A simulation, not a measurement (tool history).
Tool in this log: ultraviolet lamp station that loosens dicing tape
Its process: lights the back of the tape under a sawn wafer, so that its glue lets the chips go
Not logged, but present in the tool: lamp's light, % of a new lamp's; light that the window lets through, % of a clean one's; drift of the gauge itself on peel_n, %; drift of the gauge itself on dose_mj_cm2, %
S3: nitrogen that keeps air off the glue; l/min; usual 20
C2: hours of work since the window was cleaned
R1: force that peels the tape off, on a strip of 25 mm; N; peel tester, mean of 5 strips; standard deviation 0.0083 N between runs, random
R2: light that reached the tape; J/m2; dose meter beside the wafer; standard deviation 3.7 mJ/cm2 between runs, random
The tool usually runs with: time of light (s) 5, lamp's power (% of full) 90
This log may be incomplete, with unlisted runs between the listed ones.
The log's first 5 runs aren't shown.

Run 6, hour 179.1: usual settings; hours of work of the lamp 1131; C2 35. Result: R1 0.336 N, R2 6140 J/m2.
Run 7, hour 201.3: usual settings but lamp's power (% of full) 72; hours of work of the lamp 1148; C2 53. Result: R1 0.455 N, R2 4850 J/m2.
At hour 211.6: lamp changed.
Run 8, hour 233.5: usual settings; hours of work of the lamp 17; C2 77. Result: R1 0.330 N, R2 6130 J/m2.
Run 9, hour 278.0: usual settings but lamp's power (% of full) 74; hours of work of the lamp 53; C2 113. Result: R1 0.423 N, R2 5080 J/m2.
Run 10, hour 297.8: usual settings but lamp's power (% of full) 74; hours of work of the lamp 68; C2 128. Result: R1 0.435 N, R2 5090 J/m2.
Run 11, hour 328.3: usual settings; hours of work of the lamp 92; C2 152. Result: R1 0.337 N, R2 6140 J/m2.
Run 12, hour 372.3: usual settings; hours of work of the lamp 127; C2 187. Result: R1 0.336 N, R2 6190 J/m2.
Run 13, hour 417.1: usual settings; hours of work of the lamp 163; C2 223. Result: R1 0.325 N, R2 6150 J/m2.
Run 14, hour 453.0: usual settings but time of light (s) 6; hours of work of the lamp 191; C2 251. Result: R1 0.273 N, R2 7310 J/m2.
Run 15, hour 474.4: usual settings but time of light (s) 6; hours of work of the lamp 208; C2 268. Result: R1 0.259 N, R2 7330 J/m2.
Run 16, hour 512.4: usual settings but time of light (s) 6; hours of work of the lamp 238; C2 298. Result: R1 0.262 N, R2 7350 J/m2.
Run 17, hour 552.9: usual settings but time of light (s) 6; hours of work of the lamp 270; C2 330. Result: R1 0.256 N, R2 7360 J/m2.
Run 18, hour 583.6: usual settings but time of light (s) 6; hours of work of the lamp 295; C2 355. Result: R1 0.269 N, R2 7260 J/m2.
Run 19, hour 618.5: usual settings but time of light (s) 6; hours of work of the lamp 322; C2 382. Result: R1 0.281 N, R2 7310 J/m2.
Run 20, hour 647.2: usual settings but time of light (s) 6, S3 9 l/min; hours of work of the lamp 345; C2 405. Result: R1 0.380 N, R2 7300 J/m2.
Run 21, hour 671.4: usual settings; hours of work of the lamp 364; C2 424. Result: R1 0.333 N, R2 6110 J/m2.

What will run 22 give?
Run 22, hour 707.7: usual settings but time of light (s) 6, lamp's power (% of full) 77, S3 35 l/min; hours of work of the lamp 393; C2 453. Result: R1 ?, R2 ?.

R1: 0.271 N
R2: 6230 J/m2
Take away the tool's hidden state, keep the run-to-run variation as it was, and the same run would have given R1 0.271 N, R2 6360 J/m2.
